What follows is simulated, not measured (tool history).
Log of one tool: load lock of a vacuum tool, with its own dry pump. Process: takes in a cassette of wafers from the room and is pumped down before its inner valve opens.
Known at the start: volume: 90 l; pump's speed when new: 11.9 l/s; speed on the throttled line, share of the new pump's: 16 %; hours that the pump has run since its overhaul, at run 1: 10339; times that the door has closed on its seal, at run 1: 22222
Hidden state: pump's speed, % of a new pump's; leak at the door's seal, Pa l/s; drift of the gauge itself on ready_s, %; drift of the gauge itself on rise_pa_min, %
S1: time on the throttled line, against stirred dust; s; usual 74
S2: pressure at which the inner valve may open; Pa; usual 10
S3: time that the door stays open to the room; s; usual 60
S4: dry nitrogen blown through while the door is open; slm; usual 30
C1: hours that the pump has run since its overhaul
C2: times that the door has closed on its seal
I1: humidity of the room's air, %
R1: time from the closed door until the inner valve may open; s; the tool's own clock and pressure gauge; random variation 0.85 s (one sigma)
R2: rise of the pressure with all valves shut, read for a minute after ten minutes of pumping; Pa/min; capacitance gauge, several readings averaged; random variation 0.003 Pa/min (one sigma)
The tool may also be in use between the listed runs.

run    hour  S1  S2  S3  S4     C1     C2    I1     R1     R2
  1     0.0  74  10  60  30  10339  22222  43.4  138.1  0.134
  2   201.5  56  10  60  30  10541  22466  44.9  124.0  0.137
  3   399.7  56  10  60  30  10739  22705  47.9  123.2  0.138
  4   703.5  56  10  60  30  11043  23072  44.0  123.7  0.144
  5   870.5  74  10  60  30  11210  23274  45.8  137.9  0.146
  6  1116.9  74  10  29  30  11456  23572  45.5  137.8  0.144
  7  1255.9  74  10  29  30  11595  23740  45.3  140.8  0.147
  8  1412.9  74  10  29  30  11752  23930  44.3  138.4  0.142

Run 9 comes next. What will it give?
  9  1657.5  74  10  29  30  11997  24225  44.7   ?   ?

R1: 139.6 s
R2: 0.152 Pa/min
Without the tool's hidden state the same run would have given R1 133.0 s, R2 0.015 Pa/min.
